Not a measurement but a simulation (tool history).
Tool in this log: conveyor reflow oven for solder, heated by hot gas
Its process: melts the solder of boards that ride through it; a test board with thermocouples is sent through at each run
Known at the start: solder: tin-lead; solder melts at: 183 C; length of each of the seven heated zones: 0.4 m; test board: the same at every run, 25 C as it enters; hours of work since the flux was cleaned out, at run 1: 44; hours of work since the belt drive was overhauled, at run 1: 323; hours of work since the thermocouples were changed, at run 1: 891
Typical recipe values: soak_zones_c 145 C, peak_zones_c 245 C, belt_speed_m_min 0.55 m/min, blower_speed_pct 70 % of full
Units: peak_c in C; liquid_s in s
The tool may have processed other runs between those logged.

| run | hour | soak_zones_c | peak_zones_c | belt_speed_m_min | blower_speed_pct | hours of work since the flux was cleaned out | hours of work since the belt drive was overhauled | hours of work since the thermocouples were changed | peak_c | liquid_s |
|---|---|---|---|---|---|---|---|---|---|---|
| 1 | 0 | 145 | 245 | 0.55 | 70 | 44 | 323 | 891 | 236 | 81.8 |
| 2 | 14.5 | 145 | 245 | 0.55 | 70 | 52 | 331 | 899 | 235.5 | 81.4 |
| 3 | 31.9 | 145 | 245 | 0.55 | 70 | 62 | 341 | 909 | 235.6 | 81.9 |
| 4 | 47.6 | 145 | 245 | 0.55 | 70 | 71 | 350 | 918 | 235.8 | 80.9 |
| 5 | 65.6 | 145 | 255 | 0.55 | 70 | 81 | 360 | 928 | 245.1 | 86 |
| 6 | 82.2 | 145 | 255 | 0.55 | 70 | 90 | 370 | 937 | 245.7 | 85.1 |
| 7 | 94.3 | 145 | 255 | 0.55 | 70 | 97 | 377 | 944 | 245.2 | 86.1 |
| 8 | 104.5 | 145 | 255 | 0.55 | 70 | 103 | 383 | 950 | 245.2 | 85.4 |
|  | 109.5 | belt drive overhauled, speed set with a stopwatch |
| 9 | 121.1 | 145 | 255 | 0.55 | 70 | 110 | 7 | 957 | 245.2 | 86.5 |
| 10 | 133.2 | 153 | 255 | 0.55 | 67 | 117 | 13 | 964 | 246.1 | 89.4 |
| 11 | 142 | 156 | 245 | 0.55 | 59 | 122 | 18 | 969 | 235.2 | 86.4 |
| 12 | 159.8 | 156 | 245 | 0.55 | 59 | 132 | 29 | 979 | 235.2 | 86.2 |
| 13 | 178 | 156 | 245 | 0.55 | 82 | 142 | 39 | 989 | 238.4 | 87.2 |
| 14 | 193.1 | 155 | 247 | 0.472 | 83 | 151 | 48 | 998 | 244.7 | 102.9 |
|  | 207.7 | belt drive overhauled, speed set with a stopwatch, once more |
| 15 | 211.1 | 148 | 247 | 0.641 | 83 | 159 | 2 | 1006 | 236.5 | 70.8 |
| 16 | 222.1 | 148 | 247 | 0.641 | 83 | 165 | 8 | 1012 | 236.3 | 70.5 |
| 17 | 240 | 146 | 245 | 0.55 | 77 | 175 | 18 | 1022 | 236.7 | 82.5 |
|  | 250.5 | flux residue cleaned out of gas plates and filters |
| 18 | 257.4 | 146 | 245 | 0.556 | 54 | 4 | 25 | 1029 | 233 | 79.5 |

For each run, the measured value with the value that run would have given without the tool's hidden condition subtracted. The run-to-run variation is shared by both, the gauge scatter possibly not:
Hidden state at play: heat that the gas passes to the board, % of a clean oven's; belt's true speed, % of the reading; true gas temperature in zones 6 and 7 over the reading, C; drift of the gauge itself on peak_c, C; drift of the gauge itself on liquid_s, %.
| run | peak_c | liquid_s |
|---|---|---|
| 1 | +2.9 | +1.7 |
| 2 | +2.9 | +1.7 |
| 3 | +2.8 | +1.7 |
| 4 | +2.9 | +1.7 |
| 5 | +2.8 | +1.6 |
| 6 | +2.8 | +1.5 |
| 7 | +2.8 | +1.6 |
| 8 | +2.8 | +1.6 |
| 9 | +2.8 | +1.7 |
| 10 | +2.8 | +1.6 |
| 11 | +2.8 | +1.9 |
| 12 | +2.8 | +1.8 |
| 13 | +2.8 | +1.7 |
| 14 | +3.1 | +1.9 |
| 15 | +2.4 | +1.2 |
| 16 | +2.4 | +1.2 |
| 17 | +2.7 | +1.4 |
| 18 | +3.5 | +2.2 |
